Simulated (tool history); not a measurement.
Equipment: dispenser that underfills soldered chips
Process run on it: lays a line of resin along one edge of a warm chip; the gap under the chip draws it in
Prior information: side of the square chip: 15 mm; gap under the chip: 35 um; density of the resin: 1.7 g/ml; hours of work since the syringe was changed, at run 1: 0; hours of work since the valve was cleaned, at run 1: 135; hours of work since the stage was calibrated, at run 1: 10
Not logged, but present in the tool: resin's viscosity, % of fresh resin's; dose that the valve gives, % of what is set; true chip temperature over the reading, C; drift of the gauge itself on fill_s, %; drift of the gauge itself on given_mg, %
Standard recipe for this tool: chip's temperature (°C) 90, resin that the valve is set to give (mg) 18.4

run	day	chip's temperature (°C)	resin that the valve is set to give (mg)	hours of work since the syringe was changed	hours of work since the valve was cleaned	hours of work since the stage was calibrated	time until the resin shows at the far edge (s)	resin that the valve gave (mg)
1	0.000	90	18.4	0	135	10	311.5	17.20
2	0.171	90	20.5	3	138	13	328.5	19.24
3	0.321	90	20.5	5	140	15	362.7	19.18
# day 0.346: new syringe of resin
4	0.433	90	20.5	1	141	16	312.0	19.13
# day 0.521: dispensing valve cleaned and set on the balance
5	0.588	90	18.4	3	1	18	336.8	18.50
# day 0.746: new syringe of resin
6	0.754	90	18.4	0	3	20	296.7	18.30
7	0.871	90	18.4	2	5	22	317.1	18.25
8	1.062	90	18.4	5	8	25	355.7	18.33
# day 1.112: new syringe of resin
9	1.258	83	18.4	2	11	28	404.4	18.28
# day 1.479: new syringe of resin
10	1.508	83	18.4	0	14	31	372.3	18.30
11	1.717	83	18.4	4	17	34	427.1	18.51
# day 1.838: new syringe of resin
12	1.904	77	18.4	1	20	37	481.6	18.17
13	2.092	77	20.4	4	23	40	529.2	20.17
# day 2.196: new syringe of resin
14	2.250	89	20.4	1	25	42	311.4	20.13
15	2.425	86	18.4	3	27	45	394.0	18.09
# day 2.558: new syringe of resin
16	2.671	86	18.4	2	31	48	362.7	18.17
17	2.792	86	18.4	3	33	50	391.5	18.16
# day 2.925: new syringe of resin
18	3.004	104	19.5	1	36	53	204.4	19.09
19	3.246	104	19.5	5	39	56	237.5	19.27
# day 3.288: new syringe of resin
20	3.471	80	20.3	3	42	60	450.0	19.78
# day 3.650: new syringe of resin
21	3.725	87	17.1	1	46	63	352.0	16.74
22	3.942	101	18.1	4	49	66	253.4	17.67
# day 4.025: new syringe of resin
23	4.079	86	18.6	1	51	68	350.9	18.19
24	4.321	81	18.4	4	55	72	477.5	17.87
# day 4.396: new syringe of resin
25	4.554	99	23.4	2	58	75	237.4	22.67
26	4.717	75	16.0	5	60	77	625.5	15.70

5 ways to go on from here, each from the tool as it stands after run 26. What would each give?
# day 4.762: new syringe of resin
A	4.925	76	18.6	2	63	80	?	?
# day 4.762: new syringe of resin
B	4.925	81	18.4	2	63	80	?	?
# day 4.762: new syringe of resin
C	4.925	94	16.0	2	63	80	?	?
# day 4.762: new syringe of resin
D	4.925	75	20.2	2	63	80	?	?
# day 4.762: new syringe of resin
E	4.925	87	15.8	2	63	80	?	?

run	time until the resin shows at the far edge (s)	resin that the valve gave (mg)
A	520.7	17.92
B	435.9	17.76
C	303.7	15.49
D	538.6	19.56
E	372.8	15.36
Without the tool's hidden state the same runs would have given:
run	time until the resin shows at the far edge (s)	resin that the valve gave (mg)
A	481.3	18.47
B	402.5	18.30
C	278.7	15.96
D	499.1	20.15
E	342.1	15.83
